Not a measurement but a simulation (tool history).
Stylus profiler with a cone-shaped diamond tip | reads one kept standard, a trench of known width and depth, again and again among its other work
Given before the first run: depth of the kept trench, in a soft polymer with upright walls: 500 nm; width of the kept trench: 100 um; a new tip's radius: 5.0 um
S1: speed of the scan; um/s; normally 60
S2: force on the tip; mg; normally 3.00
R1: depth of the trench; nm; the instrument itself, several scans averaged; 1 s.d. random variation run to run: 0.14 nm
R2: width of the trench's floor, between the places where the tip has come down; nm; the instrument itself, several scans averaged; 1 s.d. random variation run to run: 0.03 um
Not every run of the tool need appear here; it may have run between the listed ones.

| run | hour | S1 | S2 | R1 | R2 |
|---|---|---|---|---|---|
| 1 | 0.0 | 60 | 3.00 | 506.23 | 95450 |
| 2 | 64.3 | 60 | 3.00 | 506.27 | 95430 |
| 3 | 120.4 | 60 | 3.00 | 506.20 | 95370 |
| 4 | 152.2 | 60 | 3.00 | 506.19 | 95390 |
| 5 | 183.9 | 60 | 4.59 | 508.45 | 95420 |
| 6 | 226.0 | 60 | 4.59 | 508.18 | 95330 |
| 7 | 263.3 | 60 | 4.59 | 508.08 | 95290 |
| 8 | 326.7 | 60 | 4.59 | 507.97 | 95250 |
| 9 | 374.8 | 16 | 4.59 | 508.14 | 95320 |
| 10 | 426.0 | 60 | 3.00 | 505.74 | 95300 |
| 11 | 495.1 | 60 | 3.00 | 505.78 | 95240 |
| 12 | 559.8 | 60 | 3.00 | 505.78 | 95240 |
| 13 | 625.1 | 60 | 3.00 | 505.48 | 95260 |
| 14 | 653.6 | 60 | 2.25 | 504.38 | 95180 |
|  | 657.3 | height scale calibrated on a step standard |
| 15 | 719.8 | 60 | 2.25 | 504.35 | 95120 |
| 16 | 752.6 | 60 | 3.00 | 505.40 | 95110 |
| 17 | 785.3 | 60 | 3.00 | 505.83 | 95120 |
| 18 | 826.9 | 36 | 3.00 | 505.26 | 95170 |
| 19 | 869.6 | 36 | 3.00 | 505.29 | 95130 |
| 20 | 928.7 | 36 | 3.00 | 505.37 | 95130 |
| 21 | 984.2 | 59 | 4.17 | 506.88 | 95080 |
| 22 | 1023.8 | 86 | 3.62 | 506.27 | 95080 |
|  | 1031.4 | height scale calibrated on a step standard, once more |
| 23 | 1082.7 | 26 | 5.60 | 509.78 | 95160 |
| 24 | 1149.3 | 62 | 5.53 | 509.84 | 95060 |
| 25 | 1217.2 | 24 | 4.44 | 508.19 | 95090 |
| 26 | 1275.6 | 20 | 1.31 | 503.80 | 95040 |
| 27 | 1344.2 | 20 | 1.31 | 503.40 | 94980 |
| 28 | 1413.1 | 20 | 1.31 | 503.41 | 94980 |
| 29 | 1463.5 | 23 | 1.61 | 503.97 | 94970 |
| 30 | 1511.2 | 70 | 1.13 | 502.70 | 94790 |
| 31 | 1548.3 | 43 | 4.62 | 508.26 | 94990 |
| 32 | 1588.9 | 18 | 1.04 | 502.93 | 94970 |
| 33 | 1659.5 | 125 | 5.60 | 509.29 | 94860 |

The next listed run, before its measurement:
| 34 | 1696.0 | 60 | 2.46 | ? | ? |

{"run 34": {"R1": 504.84, "R2": 94850}}
Without the tool's hidden state the same run would have given R1 505.50 nm, R2 95550 nm.
